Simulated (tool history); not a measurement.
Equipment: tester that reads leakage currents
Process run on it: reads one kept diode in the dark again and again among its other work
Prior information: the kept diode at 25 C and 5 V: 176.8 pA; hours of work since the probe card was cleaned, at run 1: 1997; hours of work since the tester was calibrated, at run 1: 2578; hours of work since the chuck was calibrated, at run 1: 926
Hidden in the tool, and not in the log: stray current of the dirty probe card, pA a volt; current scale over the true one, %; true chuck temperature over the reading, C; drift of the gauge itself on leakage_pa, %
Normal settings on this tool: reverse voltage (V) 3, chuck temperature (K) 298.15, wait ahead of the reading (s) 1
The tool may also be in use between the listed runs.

run,day,reverse voltage (V),chuck temperature (K),wait ahead of the reading (s),hours of work since the probe card was cleaned,hours of work since the tester was calibrated,hours of work since the chuck was calibrated,current that the tester gives (pA)
1,0,3,298.15,1,1997,2578,926,127.32
2,5.079,3,298.15,1,2063,2644,993,127.3
3,7.904,3,298.15,1,2100,2681,1029,126.99
4,10.862,3,298.15,1,2139,2719,1068,126.93
5,13.767,3,298.15,1,2177,2757,1106,126.11
6,18.858,3,298.15,1,2243,2824,1172,125.53
7,20.938,3,298.15,1,2270,2851,1200,125.2
8,24.296,2.75,298.15,1,2314,2895,1243,118.87
9,28.817,2.75,298.15,1,2373,2954,1302,118.05
10,32.596,2.75,298.15,1,2423,3003,1352,118.45
11,37.075,4.81,298.15,1,2481,3062,1410,165.27
# day 37.383: tester calibrated
12,40.7,4.81,298.15,1,2527,43,1456,164.97
13,45.158,4.81,298.15,1,2585,101,1515,163.88
14,48.346,4.81,298.15,1,2627,143,1556,164.33
15,51.825,3,308.15,1,2672,188,1602,287.04
16,54.696,3,308.15,1,2710,226,1639,287.47
17,57.542,3,326.15,1,2747,263,1676,1191.11
18,61,3,326.15,3.88,2792,308,1721,1192.7
# day 61.462: chuck's temperature calibrated
19,64.708,3,326.15,3.88,2839,356,42,1338.64
# day 66.758: tester calibrated, once more
20,67.738,3,326.15,3.88,2878,13,81,1319.67
21,71.242,19.61,332.15,3.88,2924,59,127,6102.93
# day 72.696: probe card cleaned and baked
22,75.479,11.62,309.15,1.79,36,112,180,745.93
23,80.529,6.69,298.15,4.22,102,178,246,207.73
24,82.675,6.69,298.15,4.22,130,206,274,207.56
25,85.171,10.39,296.15,0.6,163,239,307,224.63
26,87.446,1.75,298.15,1,193,268,336,94.53
27,91.554,1.75,298.15,1,246,322,390,93.86
28,95.046,1.75,298.15,1,292,368,436,93.94
29,97.862,1.75,298.15,1,328,404,472,93.65
30,100.433,5.28,311.15,3.69,362,438,506,544.58
31,105.308,5.28,311.15,3.69,426,501,569,538.5
32,110.004,15.81,298.15,1.97,487,563,631,336.86
33,112.954,15.81,298.15,1.97,525,601,669,335.88
34,115.396,3.26,302.15,1,557,633,701,190.3
35,120.25,3,325.15,5.68,621,696,764,1166.26
36,125.379,1.38,325.15,0.33,688,763,831,742.2
37,127.612,5.2,303.15,0.59,717,793,861,269.73
38,132.158,3.6,314.15,1.12,776,852,920,543.87
39,136.429,3.6,314.15,1.12,832,908,976,535.24

Difference, measured minus no-hidden-state, one row per run. Run-to-run variation is common to both terms; the gauge's own scatter need not be:
run,current that the tester gives (pA)
1,-4.16
2,-4.69
3,-5.01
4,-5.3
5,-5.55
6,-6.09
7,-6.32
8,-6.53
9,-6.91
10,-7.32
11,-9.03
12,-8.86
13,-9.33
14,-9.77
15,-26.19
16,-27.02
17,-116.63
18,-120.58
19,+31.49
20,+7.08
21,+26.95
22,-4.65
23,-2.18
24,-2.49
25,-2.83
26,-1.66
27,-2.04
28,-2.3
29,-2.54
30,-15.72
31,-17.95
32,-9.53
33,-10.1
34,-8.01
35,-52.42
36,-37.02
37,-13.92
38,-31.58
39,-33.37
